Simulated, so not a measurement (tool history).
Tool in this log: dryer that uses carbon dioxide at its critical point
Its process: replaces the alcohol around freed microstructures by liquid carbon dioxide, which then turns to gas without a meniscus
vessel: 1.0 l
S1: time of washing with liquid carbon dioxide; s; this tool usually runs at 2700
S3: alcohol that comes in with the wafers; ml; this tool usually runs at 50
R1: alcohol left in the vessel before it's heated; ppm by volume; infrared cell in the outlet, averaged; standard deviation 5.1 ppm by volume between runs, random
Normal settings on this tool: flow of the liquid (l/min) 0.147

run 1 day=0 | S1=2700 flow_of_the_liquid_(l/min)=0.147 S3=50 | R1=235
-- day=0.804 inlet filter changed
run 2 day=1.758 | S1=2700 flow_of_the_liquid_(l/min)=0.147 S3=22 | R1=90
run 3 day=3.062 | S1=2700 flow_of_the_liquid_(l/min)=0.147 S3=22 | R1=90
run 4 day=4.146 | S1=2700 flow_of_the_liquid_(l/min)=0.147 S3=22 | R1=107
run 5 day=5.092 | S1=2700 flow_of_the_liquid_(l/min)=0.147 S3=22 | R1=103
run 6 day=6.688 | S1=2700 flow_of_the_liquid_(l/min)=0.147 S3=50 | R1=146
run 7 day=8.058 | S1=2700 flow_of_the_liquid_(l/min)=0.147 S3=50 | R1=155
run 8 day=9.167 | S1=2700 flow_of_the_liquid_(l/min)=0.147 S3=50 | R1=169
run 9 day=10.329 | S1=2700 flow_of_the_liquid_(l/min)=0.147 S3=50 | R1=175
run 10 day=11.996 | S1=2700 flow_of_the_liquid_(l/min)=0.147 S3=50 | R1=174
run 11 day=13.342 | S1=2700 flow_of_the_liquid_(l/min)=0.147 S3=50 | R1=187
run 12 day=14.208 | S1=2700 flow_of_the_liquid_(l/min)=0.147 S3=50 | R1=202
run 13 day=15.858 | S1=2700 flow_of_the_liquid_(l/min)=0.147 S3=50 | R1=202
run 14 day=17.446 | S1=3420 flow_of_the_liquid_(l/min)=0.147 S3=50 | R1=110
run 15 day=18.867 | S1=3420 flow_of_the_liquid_(l/min)=0.147 S3=50 | R1=123
run 16 day=20.25 | S1=3420 flow_of_the_liquid_(l/min)=0.147 S3=50 | R1=141
run 17 day=21.688 | S1=2760 flow_of_the_liquid_(l/min)=0.147 S3=50 | R1=217
run 18 day=22.904 | S1=1860 flow_of_the_liquid_(l/min)=0.156 S3=118 | R1=1613
run 19 day=23.629 | S1=1860 flow_of_the_liquid_(l/min)=0.156 S3=118 | R1=1674
run 20 day=24.9 | S1=2340 flow_of_the_liquid_(l/min)=0.147 S3=96 | R1=689
run 21 day=26.412 | S1=4320 flow_of_the_liquid_(l/min)=0.177 S3=24 | R1=121
run 22 day=27.217 | S1=4200 flow_of_the_liquid_(l/min)=0.243 S3=56 | R1=135

Expected results for the next run?
run 23 day=28.9 | S1=4200 flow_of_the_liquid_(l/min)=0.243 S3=56 | R1=?

Run 23 yielded R1 137 ppm by volume.
With no hidden state in the tool, this same run would have given R1 10 ppm by volume.
